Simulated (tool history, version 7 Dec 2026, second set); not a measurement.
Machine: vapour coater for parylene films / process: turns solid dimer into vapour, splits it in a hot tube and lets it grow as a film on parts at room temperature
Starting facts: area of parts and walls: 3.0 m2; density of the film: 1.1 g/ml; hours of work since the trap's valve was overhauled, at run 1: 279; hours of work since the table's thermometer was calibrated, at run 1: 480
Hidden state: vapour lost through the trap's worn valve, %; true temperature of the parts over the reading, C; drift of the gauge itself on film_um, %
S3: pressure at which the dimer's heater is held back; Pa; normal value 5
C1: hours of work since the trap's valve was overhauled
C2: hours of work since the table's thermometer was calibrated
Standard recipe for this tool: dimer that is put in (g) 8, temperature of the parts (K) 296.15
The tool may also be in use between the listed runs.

run 1 day=0 | dimer_that_is_put_in_(g)=8 temperature_of_the_parts_(K)=296.15 S3=5 | C1=279 C2=480 | thickness_of_the_film_(um)=1.35
run 2 day=0.95 | dimer_that_is_put_in_(g)=8 temperature_of_the_parts_(K)=296.15 S3=2.86 | C1=299 C2=500 | thickness_of_the_film_(um)=1.49
run 3 day=2.412 | dimer_that_is_put_in_(g)=8 temperature_of_the_parts_(K)=296.15 S3=2.86 | C1=330 C2=531 | thickness_of_the_film_(um)=1.44
run 4 day=3.646 | dimer_that_is_put_in_(g)=7 temperature_of_the_parts_(K)=296.15 S3=5 | C1=356 C2=558 | thickness_of_the_film_(um)=1.17
run 5 day=4.538 | dimer_that_is_put_in_(g)=8 temperature_of_the_parts_(K)=296.15 S3=7 | C1=375 C2=576 | thickness_of_the_film_(um)=1.28
run 6 day=5.833 | dimer_that_is_put_in_(g)=8 temperature_of_the_parts_(K)=296.15 S3=5 | C1=403 C2=604 | thickness_of_the_film_(um)=1.32
run 7 day=6.692 | dimer_that_is_put_in_(g)=8 temperature_of_the_parts_(K)=296.15 S3=5 | C1=421 C2=622 | thickness_of_the_film_(um)=1.3
run 8 day=7.529 | dimer_that_is_put_in_(g)=8 temperature_of_the_parts_(K)=296.15 S3=3.47 | C1=439 C2=640 | thickness_of_the_film_(um)=1.37
-- day=8.192 trap's valve overhauled
run 9 day=8.733 | dimer_that_is_put_in_(g)=4 temperature_of_the_parts_(K)=302.15 S3=3.47 | C1=11 C2=662 | thickness_of_the_film_(um)=0.6
run 10 day=9.425 | dimer_that_is_put_in_(g)=8 temperature_of_the_parts_(K)=307.15 S3=2.14 | C1=26 C2=677 | thickness_of_the_film_(um)=1.08
run 11 day=10.333 | dimer_that_is_put_in_(g)=8 temperature_of_the_parts_(K)=307.15 S3=2.14 | C1=45 C2=696 | thickness_of_the_film_(um)=1.1
run 12 day=11.321 | dimer_that_is_put_in_(g)=6 temperature_of_the_parts_(K)=307.15 S3=11.91 | C1=66 C2=717 | thickness_of_the_film_(um)=0.59
run 13 day=12.121 | dimer_that_is_put_in_(g)=5 temperature_of_the_parts_(K)=303.15 S3=11.91 | C1=83 C2=734 | thickness_of_the_film_(um)=0.56
run 14 day=13.433 | dimer_that_is_put_in_(g)=8 temperature_of_the_parts_(K)=297.15 S3=2.18 | C1=111 C2=762 | thickness_of_the_film_(um)=1.57

Below are 4 alternative next runs, each starting from the tool's condition after run 14. Predict each:
run A day=14.617 | dimer_that_is_put_in_(g)=8 temperature_of_the_parts_(K)=297.15 S3=9.49 | C1=136 C2=787 | thickness_of_the_film_(um)=?
run B day=14.617 | dimer_that_is_put_in_(g)=8 temperature_of_the_parts_(K)=297.15 S3=6.8 | C1=136 C2=787 | thickness_of_the_film_(um)=?
run C day=14.617 | dimer_that_is_put_in_(g)=4 temperature_of_the_parts_(K)=296.15 S3=10.55 | C1=136 C2=787 | thickness_of_the_film_(um)=?
run D day=14.617 | dimer_that_is_put_in_(g)=8 temperature_of_the_parts_(K)=296.15 S3=10.32 | C1=136 C2=787 | thickness_of_the_film_(um)=?

run=A thickness_of_the_film_(um)=1.19
run=B thickness_of_the_film_(um)=1.3
run=C thickness_of_the_film_(um)=0.61
run=D thickness_of_the_film_(um)=1.22
Without the tool's unlogged condition, the same runs would have read:
run=A thickness_of_the_film_(um)=1.26
run=B thickness_of_the_film_(um)=1.37
run=C thickness_of_the_film_(um)=0.65
run=D thickness_of_the_film_(um)=1.29
